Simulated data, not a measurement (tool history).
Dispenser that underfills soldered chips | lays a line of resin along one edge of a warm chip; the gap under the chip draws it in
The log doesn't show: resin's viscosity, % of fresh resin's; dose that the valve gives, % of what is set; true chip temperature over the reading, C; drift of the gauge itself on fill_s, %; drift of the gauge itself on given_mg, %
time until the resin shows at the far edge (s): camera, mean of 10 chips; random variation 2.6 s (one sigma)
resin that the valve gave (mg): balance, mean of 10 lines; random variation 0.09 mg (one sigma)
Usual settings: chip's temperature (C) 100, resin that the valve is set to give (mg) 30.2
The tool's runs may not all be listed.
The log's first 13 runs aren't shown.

run,hour,chip's temperature (C),resin that the valve is set to give (mg),hours of work since the syringe was changed,hours of work since the valve was cleaned,hours of work since the stage was calibrated,time until the resin shows at the far edge (s),resin that the valve gave (mg)
14,41.8,100,30.2,8,77,32,380.2,28.52
# hour 45.5: new syringe of resin
15,45.7,100,27.6,0,80,34,271.6,26.04
16,48.2,100,27.6,2,82,36,291.1,26.09
17,51.5,100,27.6,4,84,38,327,25.95
18,55.9,100,27.6,7,87,42,375.3,25.83
19,58.1,102,30.2,9,89,43,368.2,28.33
# hour 59.8: dispensing valve cleaned and set on the balance
# hour 61.8: new syringe of resin
20,62.9,100,34.3,1,2,46,268.3,34.33
21,65.7,100,27.7,3,4,48,294.8,27.58
22,69.4,100,28,5,7,50,330.9,27.81
23,73.2,105,30.2,8,9,53,318.3,30.14
# hour 77: new syringe of resin
24,77.1,87,37,0,12,56,403.4,36.65
25,79.9,105,29.5,2,14,58,247,29.34
26,84.2,105,29.5,5,17,61,284.2,29.27
27,87.7,114,27.9,8,20,63,244.3,27.55
28,91.3,104,29.7,10,22,66,366.2,29.32
# hour 92.2: new syringe of resin
29,94.9,95,37.5,2,24,68,324,36.86
30,98.1,113,30.2,4,27,70,201,29.77
31,101.7,99,34.7,7,29,73,353.7,33.98
32,104.1,86,34.1,9,31,75,591.6,33.39
33,106.5,87,35.1,10,33,76,611.5,34.19
# hour 107.6: new syringe of resin
34,111.1,87,29.6,3,36,80,451.9,28.97
35,114.6,87,29.6,5,38,82,501.5,28.72
36,118.1,103,35.3,8,41,85,330.4,34.36
37,121.6,94,33.6,10,43,87,489.9,32.75

Forecast each of these 3 alternatives for the next run:
# hour 122.9: new syringe of resin
A,124.8,112,31.9,1,45,89,?,?
# hour 122.9: new syringe of resin
B,124.8,105,38.5,1,45,89,?,?
# hour 122.9: new syringe of resin
C,124.8,107,35.1,1,45,89,?,?

run,time until the resin shows at the far edge (s),resin that the valve gave (mg)
A,186.8,30.91
B,228.8,37.47
C,215.6,34
Without the tool's hidden state the same runs would have given:
run,time until the resin shows at the far edge (s),resin that the valve gave (mg)
A,175.2,31.91
B,215.2,38.67
C,202.5,35.1
